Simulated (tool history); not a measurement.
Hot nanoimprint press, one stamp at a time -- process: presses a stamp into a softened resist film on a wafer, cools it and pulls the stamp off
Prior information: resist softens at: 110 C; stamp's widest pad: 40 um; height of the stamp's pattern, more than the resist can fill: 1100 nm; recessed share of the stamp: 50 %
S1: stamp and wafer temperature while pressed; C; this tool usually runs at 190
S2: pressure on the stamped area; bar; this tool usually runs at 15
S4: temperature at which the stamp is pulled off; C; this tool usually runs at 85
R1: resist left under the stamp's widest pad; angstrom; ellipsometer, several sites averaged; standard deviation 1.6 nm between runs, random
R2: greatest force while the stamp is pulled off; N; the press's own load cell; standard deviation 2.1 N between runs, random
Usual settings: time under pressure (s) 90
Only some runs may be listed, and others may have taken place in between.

run 1 hour=0 | S1=190 S2=15 time_under_pressure_(s)=90 S4=85 | R1=2542 R2=144
run 2 hour=20.5 | S1=190 S2=15 time_under_pressure_(s)=90 S4=85 | R1=2499 R2=148
run 3 hour=45.8 | S1=190 S2=15 time_under_pressure_(s)=90 S4=85 | R1=2535 R2=148
run 4 hour=76.1 | S1=190 S2=10.3 time_under_pressure_(s)=90 S4=85 | R1=2928 R2=151
run 5 hour=96.8 | S1=190 S2=10.3 time_under_pressure_(s)=90 S4=85 | R1=2940 R2=150
run 6 hour=121.1 | S1=190 S2=10.3 time_under_pressure_(s)=90 S4=85 | R1=2974 R2=155
run 7 hour=148.1 | S1=190 S2=10.3 time_under_pressure_(s)=90 S4=85 | R1=2930 R2=154
run 8 hour=171 | S1=190 S2=10.3 time_under_pressure_(s)=52 S4=85 | R1=3448 R2=157
run 9 hour=184.5 | S1=190 S2=10.3 time_under_pressure_(s)=52 S4=79 | R1=3440 R2=185
run 10 hour=200.8 | S1=190 S2=10.3 time_under_pressure_(s)=52 S4=79 | R1=3445 R2=184
run 11 hour=230 | S1=190 S2=10.5 time_under_pressure_(s)=52 S4=79 | R1=3374 R2=184
-- hour=256.5 stamp cleaned and given a new release coat
run 12 hour=260.6 | S1=190 S2=10.5 time_under_pressure_(s)=52 S4=79 | R1=3468 R2=160
run 13 hour=282.7 | S1=190 S2=10.5 time_under_pressure_(s)=52 S4=79 | R1=3447 R2=160
run 14 hour=313.7 | S1=190 S2=10.5 time_under_pressure_(s)=52 S4=79 | R1=3471 R2=166
run 15 hour=342.4 | S1=190 S2=16.2 time_under_pressure_(s)=52 S4=79 | R1=3035 R2=170
run 16 hour=359.8 | S1=190 S2=15 time_under_pressure_(s)=153 S4=85 | R1=2133 R2=146
run 17 hour=389.7 | S1=190 S2=15 time_under_pressure_(s)=153 S4=85 | R1=2107 R2=149
run 18 hour=405.1 | S1=190 S2=18.4 time_under_pressure_(s)=90 S4=77 | R1=2439 R2=178
run 19 hour=419.4 | S1=181 S2=18.4 time_under_pressure_(s)=90 S4=77 | R1=3413 R2=177
run 20 hour=446.2 | S1=179 S2=15 time_under_pressure_(s)=90 S4=85 | R1=3775 R2=152
run 21 hour=466.4 | S1=179 S2=15 time_under_pressure_(s)=90 S4=85 | R1=3774 R2=155
run 22 hour=490.9 | S1=188 S2=21.6 time_under_pressure_(s)=90 S4=85 | R1=2455 R2=152
run 23 hour=515.3 | S1=190 S2=15 time_under_pressure_(s)=90 S4=74 | R1=2646 R2=196
run 24 hour=534.7 | S1=190 S2=15 time_under_pressure_(s)=90 S4=74 | R1=2646 R2=198
run 25 hour=560.6 | S1=190 S2=15 time_under_pressure_(s)=90 S4=74 | R1=2626 R2=194
run 26 hour=573.8 | S1=190 S2=15 time_under_pressure_(s)=90 S4=74 | R1=2623 R2=204
run 27 hour=595.9 | S1=190 S2=14.3 time_under_pressure_(s)=136 S4=88 | R1=2307 R2=146
run 28 hour=622.2 | S1=187 S2=15 time_under_pressure_(s)=90 S4=85 | R1=2969 R2=157
run 29 hour=639.5 | S1=187 S2=13.2 time_under_pressure_(s)=90 S4=85 | R1=3084 R2=163

Subtracting, for every run, the result it would have given without the tool's unlogged condition from the measured result gives the following. The same run-to-run variation enters both numbers; the gauge's scatter may not:
The tool's hidden condition here consists of: true temperature over the reading, C; pressure that arrives at the usual setting, %; grip of the stamp's worn release coat, % over a new coat's; drift of the gauge itself on residual_nm, %; drift of the gauge itself on pull_off_n, %.
run=1 R1=+64 R2=+9
run=2 R1=+66 R2=+11
run=3 R1=+69 R2=+12
run=4 R1=+69 R2=+14
run=5 R1=+73 R2=+15
run=6 R1=+78 R2=+16
run=7 R1=+80 R2=+18
run=8 R1=+80 R2=+19
run=9 R1=+81 R2=+23
run=10 R1=+84 R2=+24
run=11 R1=+87 R2=+25
run=12 R1=+92 R2=+3
run=13 R1=+95 R2=+4
run=14 R1=+100 R2=+6
run=15 R1=+120 R2=+8
run=16 R1=+107 R2=+9
run=17 R1=+110 R2=+10
run=18 R1=+129 R2=+12
run=19 R1=+146 R2=+13
run=20 R1=+130 R2=+13
run=21 R1=+133 R2=+14
run=22 R1=+151 R2=+15
run=23 R1=+143 R2=+20
run=24 R1=+146 R2=+22
run=25 R1=+148 R2=+23
run=26 R1=+151 R2=+25
run=27 R1=+144 R2=+20
run=28 R1=+166 R2=+22
run=29 R1=+165 R2=+23
